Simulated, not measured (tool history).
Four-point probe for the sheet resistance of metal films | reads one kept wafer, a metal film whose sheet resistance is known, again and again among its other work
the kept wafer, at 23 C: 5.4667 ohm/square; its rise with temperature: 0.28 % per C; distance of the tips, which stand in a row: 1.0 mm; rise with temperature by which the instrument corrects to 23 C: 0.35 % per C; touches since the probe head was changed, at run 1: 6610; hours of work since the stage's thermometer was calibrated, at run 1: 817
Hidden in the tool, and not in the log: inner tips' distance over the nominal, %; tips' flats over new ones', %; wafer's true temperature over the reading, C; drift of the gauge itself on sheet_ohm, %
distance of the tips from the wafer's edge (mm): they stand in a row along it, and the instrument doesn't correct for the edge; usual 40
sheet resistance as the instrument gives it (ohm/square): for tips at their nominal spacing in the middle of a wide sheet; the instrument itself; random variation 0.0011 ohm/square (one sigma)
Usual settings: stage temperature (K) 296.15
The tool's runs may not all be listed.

run    hour  stage temperature (K)  distance of the tips from the wafer's edge (mm)  touches since the probe head was changed  hours of work since the stage's thermometer was calibrated  sheet resistance as the instrument gives it (ohm/square)
  1     0.0                 296.15                                               40                                      6610                                                         817                                                  5.454433
  2   105.7                 296.15                                                3                                      8701                                                         875                                                  5.758860
  3   173.5                 296.15                                                3                                     10043                                                         911                                                  5.758800
  4   271.1                 296.15                                               40                                     11976                                                         964                                                  5.455034
  5   317.5                 296.15                                               40                                     12893                                                         989                                                  5.454173
  6   389.5                 296.15                                               12                                     14318                                                        1028                                                  5.473726
  7   485.7                 296.15                                                5                                     16221                                                        1080                                                  5.567413
      495.9  -- stage's thermometer calibrated
  8   595.1                 296.15                                                5                                     18376                                                          54                                                  5.568177
  9   694.3                 301.15                                               40                                     20341                                                         107                                                  5.432754
 10   746.1                 296.15                                                4                                     21366                                                         136                                                  5.628643
 11   798.8                 296.15                                                4                                     22407                                                         164                                                  5.628375
 12   877.6                 296.15                                               40                                     23968                                                         207                                                  5.451385
 13   924.4                 296.15                                               66                                     24892                                                         232                                                  5.449556
      996.1  -- stage's thermometer calibrated, once more
 14  1001.4                 296.15                                               66                                     26406                                                           3                                                  5.444916
 15  1110.6                 296.15                                               66                                     28568                                                          62                                                  5.444324
 16  1183.7                 293.15                                               43                                     30015                                                         102                                                  5.458441
 17  1232.6                 295.15                                               14                                     30983                                                         128                                                  5.464360
 18  1309.6                 300.15                                               70                                     32505                                                         170                                                  5.427179
 19  1401.6                 300.15                                               70                                     34327                                                         220                                                  5.427137
 20  1477.3                 300.15                                               70                                     35825                                                         261                                                  5.427100
 21  1522.3                 304.15                                               55                                     36715                                                         285                                                  5.412878
 22  1629.1                 295.15                                                4                                     38827                                                         343                                                  5.621787
 23  1683.2                 301.15                                               10                                     39898                                                         372                                                  5.449219
 24  1740.4                 291.15                                               72                                     41030                                                         403                                                  5.463118
 25  1804.2                 298.15                                               40                                     42293                                                         438                                                  5.433057
 26  1888.6                 300.15                                               40                                     43963                                                         483                                                  5.426992

The same runs without the tool's hidden state, with the same run-to-run variation:
run  sheet resistance as the instrument gives it (ohm/square)
  1                                                  5.468752
  2                                                  5.774357
  3                                                  5.774575
  4                                                  5.470436
  5                                                  5.469751
  6                                                  5.489622
  7                                                  5.583938
  8                                                  5.583540
  9                                                  5.448241
 10                                                  5.644808
 11                                                  5.644766
 12                                                  5.467614
 13                                                  5.465967
 14                                                  5.467349
 15                                                  5.467172
 16                                                  5.481607
 17                                                  5.487724
 18                                                  5.450686
 19                                                  5.451032
 20                                                  5.451319
 21                                                  5.437191
 22                                                  5.647415
 23                                                  5.474307
 24                                                  5.488495
 25                                                  5.458549
 26                                                  5.452761

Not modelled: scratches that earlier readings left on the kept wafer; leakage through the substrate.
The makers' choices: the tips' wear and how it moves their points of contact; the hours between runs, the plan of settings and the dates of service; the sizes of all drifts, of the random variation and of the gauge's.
